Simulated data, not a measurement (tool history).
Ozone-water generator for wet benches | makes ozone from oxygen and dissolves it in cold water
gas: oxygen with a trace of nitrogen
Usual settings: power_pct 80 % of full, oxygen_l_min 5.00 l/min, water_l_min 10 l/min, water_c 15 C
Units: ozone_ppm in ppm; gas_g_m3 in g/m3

Run 1, hour 0.0: usual settings. Result: ozone_ppm 29.7 ppm, gas_g_m3 251.1 g/m3.
Run 2, hour 39.2: usual settings. Result: ozone_ppm 29.4 ppm, gas_g_m3 255.2 g/m3.
Run 3, hour 118.7: usual settings. Result: ozone_ppm 29.3 ppm, gas_g_m3 254.5 g/m3.
Run 4, hour 191.9: usual settings. Result: ozone_ppm 29.7 ppm, gas_g_m3 249.3 g/m3.
Run 5, hour 252.9: usual settings. Result: ozone_ppm 29.1 ppm, gas_g_m3 252.6 g/m3.
Run 6, hour 312.2: usual settings. Result: ozone_ppm 28.9 ppm, gas_g_m3 249.5 g/m3.
Run 7, hour 373.3: usual settings. Result: ozone_ppm 28.9 ppm, gas_g_m3 249.9 g/m3.
Run 8, hour 409.9: usual settings. Result: ozone_ppm 29.1 ppm, gas_g_m3 253.3 g/m3.
Run 9, hour 466.4: usual settings. Result: ozone_ppm 28.5 ppm, gas_g_m3 250.1 g/m3.
Run 10, hour 537.3: usual settings but water_l_min 6 l/min. Result: ozone_ppm 41.5 ppm, gas_g_m3 251.1 g/m3.
Run 11, hour 608.6: usual settings but oxygen_l_min 4.25 l/min. Result: ozone_ppm 29.0 ppm, gas_g_m3 272.2 g/m3.
Run 12, hour 681.2: usual settings but water_c 13 C. Result: ozone_ppm 29.3 ppm, gas_g_m3 248.4 g/m3.
At hour 712.9: contactor cleaned.
Run 13, hour 753.1: usual settings but water_c 13 C. Result: ozone_ppm 31.9 ppm, gas_g_m3 247.9 g/m3.
Run 14, hour 804.8: usual settings but water_l_min 8 l/min, water_c 13 C. Result: ozone_ppm 37.4 ppm, gas_g_m3 246.5 g/m3.
Run 15, hour 871.9: usual settings but oxygen_l_min 8.93 l/min. Result: ozone_ppm 26.9 ppm, gas_g_m3 181.4 g/m3.
Run 16, hour 930.3: usual settings but oxygen_l_min 8.93 l/min. Result: ozone_ppm 27.5 ppm, gas_g_m3 181.3 g/m3.
Run 17, hour 981.3: usual settings but oxygen_l_min 8.93 l/min. Result: ozone_ppm 27.1 ppm, gas_g_m3 181.4 g/m3.
Run 18, hour 1014.8: usual settings but power_pct 91 % of full, oxygen_l_min 5.20 l/min, water_l_min 6 l/min, water_c 20 C. Result: ozone_ppm 41.2 ppm, gas_g_m3 259.1 g/m3.
Run 19, hour 1092.7: usual settings but power_pct 91 % of full, oxygen_l_min 5.20 l/min, water_l_min 6 l/min, water_c 20 C. Result: ozone_ppm 41.4 ppm, gas_g_m3 257.2 g/m3.
Run 20, hour 1142.6: usual settings but power_pct 91 % of full, oxygen_l_min 5.20 l/min, water_l_min 7 l/min, water_c 9 C. Result: ozone_ppm 47.7 ppm, gas_g_m3 258.6 g/m3.
Run 21, hour 1205.2: usual settings but power_pct 91 % of full, oxygen_l_min 5.20 l/min, water_l_min 7 l/min, water_c 9 C. Result: ozone_ppm 47.0 ppm, gas_g_m3 258.3 g/m3.
Run 22, hour 1266.7: usual settings but power_pct 52 % of full, oxygen_l_min 4.41 l/min, water_l_min 7 l/min, water_c 9 C. Result: ozone_ppm 35.3 ppm, gas_g_m3 208.9 g/m3.
Run 23, hour 1342.1: usual settings but power_pct 52 % of full, oxygen_l_min 4.41 l/min, water_l_min 7 l/min, water_c 9 C. Result: ozone_ppm 35.6 ppm, gas_g_m3 207.7 g/m3.
Run 24, hour 1411.9: usual settings but power_pct 52 % of full, oxygen_l_min 4.41 l/min, water_l_min 7 l/min, water_c 9 C. Result: ozone_ppm 35.3 ppm, gas_g_m3 209.0 g/m3.
Run 25, hour 1471.6: usual settings but power_pct 43 % of full, water_c 10 C. Result: ozone_ppm 23.4 ppm, gas_g_m3 173.5 g/m3.
Run 26, hour 1551.3: usual settings but water_l_min 9 l/min, water_c 22 C. Result: ozone_ppm 27.8 ppm, gas_g_m3 238.5 g/m3.
Run 27, hour 1594.2: usual settings but oxygen_l_min 7.10 l/min, water_l_min 8 l/min, water_c 22 C. Result: ozone_ppm 27.6 ppm, gas_g_m3 202.4 g/m3.
Run 28, hour 1628.5: usual settings but oxygen_l_min 7.10 l/min, water_l_min 8 l/min, water_c 22 C. Result: ozone_ppm 27.8 ppm, gas_g_m3 202.0 g/m3.
Run 29, hour 1684.4: usual settings but oxygen_l_min 7.56 l/min, water_l_min 8 l/min, water_c 11 C. Result: ozone_ppm 34.6 ppm, gas_g_m3 193.3 g/m3.

Run 30 comes next. What will it give?
Run 30, hour 1749.0: usual settings but oxygen_l_min 7.56 l/min, water_l_min 8 l/min, water_c 11 C. Result: ozone_ppm ?, gas_g_m3 ?.

ozone_ppm: 35.4 ppm
gas_g_m3: 193.9 g/m3
Without the tool's hidden state the same run would have given ozone_ppm 40.4 ppm, gas_g_m3 216.2 g/m3.
